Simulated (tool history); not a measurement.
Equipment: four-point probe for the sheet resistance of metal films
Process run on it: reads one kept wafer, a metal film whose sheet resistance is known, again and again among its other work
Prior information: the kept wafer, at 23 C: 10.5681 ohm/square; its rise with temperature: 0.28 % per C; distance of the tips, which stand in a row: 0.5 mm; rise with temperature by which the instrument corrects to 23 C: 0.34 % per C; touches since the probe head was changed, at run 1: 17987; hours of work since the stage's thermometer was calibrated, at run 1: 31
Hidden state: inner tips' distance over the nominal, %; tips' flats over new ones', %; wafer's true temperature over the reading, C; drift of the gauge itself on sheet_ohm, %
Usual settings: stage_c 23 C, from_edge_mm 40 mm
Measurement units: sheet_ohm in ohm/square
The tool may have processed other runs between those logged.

run   hour  stage_c  from_edge_mm  touches since the probe head was changed  hours of work since the stage's thermometer was calibrated  sheet_ohm
  1      0       23            40                                     17987                                                          31  10.595524
  2   19.3       23            40                                     18767                                                          44  10.593512
  3   40.4       23            40                                     19623                                                          59  10.592037
  4   59.8       22            40                                     20409                                                          72  10.601204
  5   72.9       22             3                                     20940                                                          81  10.747548
  6   89.6       22             3                                     21615                                                          93  10.751267
  7  109.5       23            40                                     22423                                                         106  10.592587
  8  124.5       23            40                                     23030                                                         117  10.590016
  9  135.5       23            40                                     23474                                                         124  10.588396
 10  147.3       29            40                                     23952                                                         132  10.550788
 11  168.1       29            40                                     24794                                                         147  10.556212
 12  178.4       29            40                                     25210                                                         154   10.55354
 13  190.2       29            28                                     25688                                                         162  10.552258
 14  211.6       19            28                                     26557                                                         177  10.617146
 15  220.5       19            28                                     26916                                                         183  10.623424
 16  241.2       19            28                                     27755                                                         197  10.619329
 17  256.8       19            28                                     28388                                                         208  10.612601
 18  267.8       23            40                                     28833                                                         215   10.58768
 19  283.8       23             6                                     29479                                                         226  10.630346
 20  295.4       23            40                                     29948                                                         234  10.589632
 21  315.5       23            40                                     30764                                                         248    10.5865
 22  335.9       23            40                                     31588                                                         262  10.591054
 23  349.5       20             7                                     32138                                                         271  10.639928
 24  363.8       19            13                                     32719                                                         281  10.617787
 25  380.8       26            34                                     33406                                                         293  10.568147
 26  393.6       29            13                                     33926                                                         302  10.557452
 27  409.3       21             7                                     34560                                                         312  10.628574
 28  426.4       20            15                                     35253                                                         324  10.615025
 29  436.7       20            15                                     35672                                                         331  10.612124
 30  447.2       20            15                                     36096                                                         338  10.611505
 31  457.4       27             8                                     36511                                                         346  10.587191
 32  475.3       20            52                                     37233                                                         358   10.61161
 33    487       35             8                                     37709                                                         366  10.537515
 34  504.9       27             3                                     38432                                                         378  10.719666
 35  523.1       32            67                                     39171                                                         391  10.532014
 36  539.6       23            40                                     39840                                                         402   10.59074
 37  552.5       34            55                                     40360                                                         411  10.514644
 38  572.1       19            62                                     41155                                                         424  10.612341
 39  592.9       32            59                                     41995                                                         439  10.534079
 40    609       32            59                                     42649                                                         450  10.529955
 41  620.2       23            11                                     43101                                                         457  10.600262
 42  638.7       22            27                                     43852                                                         470  10.596828
 43  660.3       32            12                                     44725                                                         485   10.53702
 44  672.3       31            55                                     45214                                                         493  10.534123

For some of the steps in sheet_ohm from one run to the next: how much would appear even if the tool had no hidden state, given the settings, what came in and random variation, and how much remains for the hidden state plus any gauge scatter that the measured result and the result without hidden state don't share?
Run 6 -> 7: stage_c 22 -> 23, from_edge_mm 3 -> 40. sheet_ohm -0.15868 ohm/square: hidden state -0.000395, all else -0.158285.
Run 33 -> 34: stage_c 35 -> 27, from_edge_mm 8 -> 3. sheet_ohm +0.182151 ohm/square: hidden state +0.000243, all else +0.181908.
Run 34 -> 35: stage_c 27 -> 32, from_edge_mm 3 -> 67. sheet_ohm -0.187652 ohm/square: hidden state -0.000425, all else -0.187227.
Run 38 -> 39: stage_c 19 -> 32, from_edge_mm 62 -> 59. sheet_ohm -0.078262 ohm/square: hidden state -0.000303, all else -0.077959.
